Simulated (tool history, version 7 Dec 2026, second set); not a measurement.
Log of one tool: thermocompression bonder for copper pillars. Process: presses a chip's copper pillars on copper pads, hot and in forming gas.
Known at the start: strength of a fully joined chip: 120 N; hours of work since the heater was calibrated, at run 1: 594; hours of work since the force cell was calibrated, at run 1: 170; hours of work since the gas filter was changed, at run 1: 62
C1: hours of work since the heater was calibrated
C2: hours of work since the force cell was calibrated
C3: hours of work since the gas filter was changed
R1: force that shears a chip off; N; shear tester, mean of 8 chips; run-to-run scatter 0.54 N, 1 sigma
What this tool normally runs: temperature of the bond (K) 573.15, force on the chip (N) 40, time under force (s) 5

run 1 hour=0 | temperature_of_the_bond_(K)=573.15 force_on_the_chip_(N)=40 time_under_force_(s)=5 | C1=594 C2=170 C3=62 | R1=66.2
run 2 hour=9.6 | temperature_of_the_bond_(K)=573.15 force_on_the_chip_(N)=40 time_under_force_(s)=6 | C1=598 C2=174 C3=66 | R1=70.1
run 3 hour=17.1 | temperature_of_the_bond_(K)=573.15 force_on_the_chip_(N)=40 time_under_force_(s)=8 | C1=601 C2=178 C3=69 | R1=75.8
run 4 hour=23.1 | temperature_of_the_bond_(K)=573.15 force_on_the_chip_(N)=40 time_under_force_(s)=8 | C1=604 C2=180 C3=72 | R1=76.4
run 5 hour=33.2 | temperature_of_the_bond_(K)=573.15 force_on_the_chip_(N)=40 time_under_force_(s)=8 | C1=608 C2=185 C3=76 | R1=76.8
run 6 hour=39.8 | temperature_of_the_bond_(K)=573.15 force_on_the_chip_(N)=40 time_under_force_(s)=8 | C1=611 C2=187 C3=79 | R1=76.5
run 7 hour=49.1 | temperature_of_the_bond_(K)=573.15 force_on_the_chip_(N)=40 time_under_force_(s)=8 | C1=615 C2=191 C3=83 | R1=75.6
run 8 hour=57.8 | temperature_of_the_bond_(K)=573.15 force_on_the_chip_(N)=40 time_under_force_(s)=7 | C1=619 C2=195 C3=86 | R1=72.2
run 9 hour=64.5 | temperature_of_the_bond_(K)=573.15 force_on_the_chip_(N)=40 time_under_force_(s)=5 | C1=622 C2=198 C3=89 | R1=66.5
run 10 hour=72.2 | temperature_of_the_bond_(K)=573.15 force_on_the_chip_(N)=40 time_under_force_(s)=5 | C1=625 C2=201 C3=93 | R1=66.7
run 11 hour=79.1 | temperature_of_the_bond_(K)=573.15 force_on_the_chip_(N)=40 time_under_force_(s)=5 | C1=628 C2=204 C3=96 | R1=66.2
-- hour=81.3 force cell calibrated
run 12 hour=85.5 | temperature_of_the_bond_(K)=593.15 force_on_the_chip_(N)=40 time_under_force_(s)=5 | C1=630 C2=2 C3=98 | R1=75.3
run 13 hour=91.3 | temperature_of_the_bond_(K)=549.15 force_on_the_chip_(N)=26 time_under_force_(s)=3 | C1=633 C2=4 C3=100 | R1=30.2
run 14 hour=98.5 | temperature_of_the_bond_(K)=549.15 force_on_the_chip_(N)=43 time_under_force_(s)=13 | C1=636 C2=7 C3=103 | R1=77.8
-- hour=102 force cell calibrated, once more
run 15 hour=105.8 | temperature_of_the_bond_(K)=543.15 force_on_the_chip_(N)=55 time_under_force_(s)=4 | C1=638 C2=2 C3=106 | R1=58.8
run 16 hour=115.6 | temperature_of_the_bond_(K)=598.15 force_on_the_chip_(N)=26 time_under_force_(s)=12 | C1=642 C2=6 C3=110 | R1=76.2
run 17 hour=120.5 | temperature_of_the_bond_(K)=573.15 force_on_the_chip_(N)=41 time_under_force_(s)=14 | C1=644 C2=8 C3=112 | R1=89.1
run 18 hour=131.1 | temperature_of_the_bond_(K)=573.15 force_on_the_chip_(N)=41 time_under_force_(s)=14 | C1=649 C2=13 C3=117 | R1=88.7
run 19 hour=135.4 | temperature_of_the_bond_(K)=595.15 force_on_the_chip_(N)=47 time_under_force_(s)=5 | C1=651 C2=14 C3=119 | R1=83.6
run 20 hour=145.4 | temperature_of_the_bond_(K)=578.15 force_on_the_chip_(N)=38 time_under_force_(s)=4 | C1=655 C2=19 C3=123 | R1=60.9
run 21 hour=151.9 | temperature_of_the_bond_(K)=578.15 force_on_the_chip_(N)=38 time_under_force_(s)=4 | C1=658 C2=21 C3=126 | R1=60.6
run 22 hour=158 | temperature_of_the_bond_(K)=558.15 force_on_the_chip_(N)=40 time_under_force_(s)=14 | C1=661 C2=24 C3=128 | R1=80.5
run 23 hour=167.3 | temperature_of_the_bond_(K)=558.15 force_on_the_chip_(N)=40 time_under_force_(s)=14 | C1=665 C2=28 C3=132 | R1=78.4

Hidden state or all else? Some run-to-run changes of R1, split into what the settings, what came in and random variation would give without the hidden state, and what is left for the hidden state (with any gauge scatter that isn't in both results):
Hidden state present: true temperature of the bond over the reading, C; force that reaches the chip, % of what is set; oxide that the forming gas leaves, % of the face; drift of the gauge itself on shear_n, %.
Run 12 -> 13: temperature of the bond (K) 593.15 -> 549.15, force on the chip (N) 40 -> 26, time under force (s) 5 -> 3. R1 -45.1 N: hidden state +1.4, all else -46.5.
Run 13 -> 14: force on the chip (N) 26 -> 43, time under force (s) 3 -> 13. R1 +47.6 N: hidden state -2.1, all else +49.7.
